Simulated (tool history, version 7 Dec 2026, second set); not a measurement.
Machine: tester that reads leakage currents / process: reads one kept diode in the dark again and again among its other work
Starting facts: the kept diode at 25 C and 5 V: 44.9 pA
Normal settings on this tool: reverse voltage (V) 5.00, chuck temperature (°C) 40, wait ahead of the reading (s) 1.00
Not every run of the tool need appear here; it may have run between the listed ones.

run    hour  reverse voltage (V)  chuck temperature (°C)  wait ahead of the reading (s)  current that the tester gives (pA)
  1     0.0                 5.00                      40                           1.00                              183.08
  2    27.2                 5.00                      40                           1.00                              185.18
  3    60.0                 5.00                      40                           0.43                              185.16
  4    89.4                 5.00                      40                           1.00                              185.33
  5   116.9                 5.00                      40                           1.00                              185.06
  6   148.3                 5.00                      40                           1.00                              185.97
  7   169.7                 5.00                      40                           1.00                              184.93
  8   217.1                 5.00                      40                           1.00                              185.40
  9   255.2                 5.00                      40                           1.00                              186.31
 10   283.3                 5.00                      40                           1.00                              186.18
 11   329.6                 5.00                      48                           1.00                              353.33
 12   365.0                 5.00                      48                           1.00                              355.38
 13   392.1                 5.00                      48                           1.00                              320.80
 14   414.8                 5.00                      48                           1.00                              318.17
 15   458.8                 5.00                      40                           1.00                              168.36
 16   479.8                 5.00                      40                           1.00                              168.44
 17   518.5                 5.00                      40                           1.00                              167.98
 18   551.2                 5.00                      40                           1.00                              168.65
 19   573.2                 1.08                      40                           1.00                               92.53
 20   622.2                 1.08                      40                           1.00                               92.90
 21   672.6                16.31                      58                           9.88                             1099.28
 22   717.1                 2.10                      58                           1.28                              497.19
 23   763.3                 2.10                      58                           1.28                              497.77
 24   802.4                 4.39                      28                           8.12                               57.86
 25   840.6                 8.51                      24                           0.35                               54.76
 26   863.9                 8.51                      24                           0.35                               54.97
 27   907.4                 8.51                      24                           0.35                               55.11
 28   942.0                11.32                      24                           3.96                               60.16
 29   988.6                11.32                      24                           3.96                               60.69
 30  1013.9                 5.00                      34                           1.34                              104.22
 31  1040.0                 8.04                      48                           0.56                              395.12
 32  1077.0                17.65                      27                           7.02                               95.86
 33  1121.9                 1.72                      28                           2.49                               40.27
 34  1155.6                 1.44                      24                           0.51                               26.64
 35  1191.0                 5.76                      23                           0.51                               43.21
 36  1224.8                 7.67                      29                           0.51                               82.32
 37  1247.6                 2.41                      20                           0.38                               23.17
 38  1286.6                 7.73                      59                           1.38                              905.41
 39  1332.1                 7.73                      59                           1.38                              904.54

The log once held 1 entry between its listed runs, left out of this copy. Where does each go, and what is different about the tool's unlogged condition between the listed run before it and the listed run after it?
Runs 12 to 13: chuck's temperature calibrated (hour 370.3)
  stray current of the dirty probe card, pA a volt: 0.158 -> 0.164; current scale over the true one, %: -0.25 -> -0.26; true chuck temperature over the reading, C: 1.3 -> 0
  measured result minus the result with no hidden state, current that the tester gives (pA): +34.40 -> -0.19
